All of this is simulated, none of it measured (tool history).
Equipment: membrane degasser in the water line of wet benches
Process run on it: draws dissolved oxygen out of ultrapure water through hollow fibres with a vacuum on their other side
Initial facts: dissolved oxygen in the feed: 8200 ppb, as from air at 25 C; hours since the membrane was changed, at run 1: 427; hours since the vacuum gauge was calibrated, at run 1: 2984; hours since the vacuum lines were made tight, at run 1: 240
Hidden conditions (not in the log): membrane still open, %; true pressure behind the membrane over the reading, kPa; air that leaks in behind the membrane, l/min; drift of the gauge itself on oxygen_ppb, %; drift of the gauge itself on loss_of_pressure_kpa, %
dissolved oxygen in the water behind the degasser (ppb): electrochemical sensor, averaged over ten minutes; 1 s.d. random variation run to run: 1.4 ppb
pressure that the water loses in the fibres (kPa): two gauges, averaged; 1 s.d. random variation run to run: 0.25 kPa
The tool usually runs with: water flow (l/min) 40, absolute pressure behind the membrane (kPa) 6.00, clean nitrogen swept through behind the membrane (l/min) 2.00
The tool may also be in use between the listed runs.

| run | hour | water flow (l/min) | absolute pressure behind the membrane (kPa) | clean nitrogen swept through behind the membrane (l/min) | hours since the membrane was changed | hours since the vacuum gauge was calibrated | hours since the vacuum lines were made tight | dissolved oxygen in the water behind the degasser (ppb) | pressure that the water loses in the fibres (kPa) |
|---|---|---|---|---|---|---|---|---|---|
| 1 | 0.0 | 40 | 6.00 | 2.00 | 427 | 2984 | 240 | 141.9 | 68.43 |
| 2 | 72.0 | 40 | 6.00 | 2.00 | 499 | 3056 | 312 | 139.8 | 68.90 |
| 3 | 153.5 | 40 | 6.00 | 2.00 | 581 | 3138 | 394 | 142.8 | 68.93 |
| 4 | 189.8 | 40 | 6.00 | 2.00 | 617 | 3174 | 430 | 143.4 | 68.56 |
| 5 | 247.5 | 40 | 6.00 | 2.00 | 675 | 3232 | 488 | 141.8 | 68.92 |
| 6 | 288.8 | 28 | 6.00 | 2.00 | 716 | 3273 | 529 | 98.3 | 48.31 |
| 7 | 335.9 | 28 | 6.00 | 4.41 | 763 | 3320 | 576 | 47.1 | 47.76 |
| 8 | 409.5 | 40 | 6.00 | 2.00 | 837 | 3394 | 650 | 139.9 | 68.81 |
| 9 | 453.6 | 40 | 6.00 | 2.00 | 881 | 3438 | 694 | 145.9 | 69.47 |
| 10 | 532.5 | 40 | 6.00 | 2.00 | 960 | 3517 | 773 | 143.3 | 69.64 |
| 11 | 584.7 | 40 | 6.00 | 2.00 | 1012 | 3569 | 825 | 144.2 | 69.26 |
| 12 | 627.7 | 40 | 6.00 | 2.00 | 1055 | 3612 | 868 | 146.3 | 69.19 |
| 13 | 681.4 | 40 | 14.11 | 2.00 | 1109 | 3666 | 921 | 485.2 | 69.53 |
| 14 | 738.9 | 40 | 6.00 | 3.54 | 1166 | 3723 | 979 | 90.4 | 69.65 |
| 15 | 821.6 | 40 | 6.00 | 2.00 | 1249 | 3806 | 1062 | 145.3 | 69.43 |
| 16 | 872.5 | 40 | 6.00 | 2.00 | 1300 | 3857 | 1113 | 148.6 | 69.66 |
| 17 | 950.9 | 57 | 3.73 | 4.18 | 1378 | 3935 | 1191 | 85.1 | 98.50 |
| 18 | 1008.4 | 48 | 5.49 | 1.00 | 1436 | 3993 | 1248 | 258.0 | 83.57 |
| 19 | 1071.8 | 32 | 5.45 | 1.55 | 1499 | 4056 | 1312 | 117.1 | 55.76 |
| 20 | 1143.5 | 45 | 14.25 | 1.84 | 1571 | 4128 | 1384 | 585.2 | 78.44 |
| 21 | 1185.9 | 40 | 5.63 | 1.41 | 1613 | 4170 | 1426 | 174.1 | 69.66 |
| 22 | 1232.6 | 40 | 6.83 | 3.57 | 1660 | 4217 | 1473 | 113.2 | 69.86 |
| 23 | 1311.2 | 40 | 7.40 | 2.00 | 1738 | 4296 | 1551 | 206.6 | 70.10 |
| 24 | 1374.4 | 50 | 7.94 | 2.51 | 1802 | 4359 | 1614 | 250.4 | 87.17 |
| 25 | 1436.5 | 29 | 6.00 | 5.89 | 1864 | 4421 | 1677 | 39.3 | 50.15 |
| 26 | 1513.5 | 29 | 6.00 | 5.89 | 1941 | 4498 | 1754 | 39.2 | 50.85 |
| 27 | 1595.5 | 29 | 6.00 | 5.89 | 2023 | 4580 | 1836 | 39.6 | 50.94 |
| 28 | 1676.0 | 43 | 7.34 | 2.02 | 2103 | 4660 | 1916 | 220.1 | 75.29 |
| 29 | 1735.4 | 46 | 12.42 | 2.00 | 2163 | 4720 | 1975 | 483.3 | 80.46 |
| 30 | 1809.8 | 46 | 12.42 | 2.00 | 2237 | 4794 | 2050 | 488.8 | 81.16 |
| 31 | 1873.1 | 31 | 4.37 | 1.61 | 2300 | 4857 | 2113 | 69.3 | 55.04 |

Results for each run, recomputed without the tool's hidden state and with each run's random variation untouched:
| run | dissolved oxygen in the water behind the degasser (ppb) | pressure that the water loses in the fibres (kPa) |
|---|---|---|
| 1 | 132.5 | 68.07 |
| 2 | 130.2 | 68.48 |
| 3 | 132.7 | 68.44 |
| 4 | 133.2 | 68.04 |
| 5 | 131.4 | 68.36 |
| 6 | 90.7 | 47.90 |
| 7 | 43.3 | 47.31 |
| 8 | 129.0 | 68.10 |
| 9 | 134.3 | 68.73 |
| 10 | 131.6 | 68.83 |
| 11 | 132.2 | 68.41 |
| 12 | 134.0 | 68.31 |
| 13 | 473.1 | 68.60 |
| 14 | 82.4 | 68.67 |
| 15 | 132.3 | 68.38 |
| 16 | 135.1 | 68.56 |
| 17 | 71.4 | 96.86 |
| 18 | 230.2 | 82.13 |
| 19 | 103.3 | 54.76 |
| 20 | 568.5 | 76.96 |
| 21 | 154.8 | 68.31 |
| 22 | 103.7 | 68.47 |
| 23 | 191.6 | 68.64 |
| 24 | 233.0 | 85.29 |
| 25 | 35.0 | 49.03 |
| 26 | 34.8 | 49.67 |
| 27 | 35.1 | 49.71 |
| 28 | 202.1 | 73.41 |
| 29 | 463.5 | 78.39 |
| 30 | 468.4 | 79.03 |
| 31 | 53.1 | 53.56 |
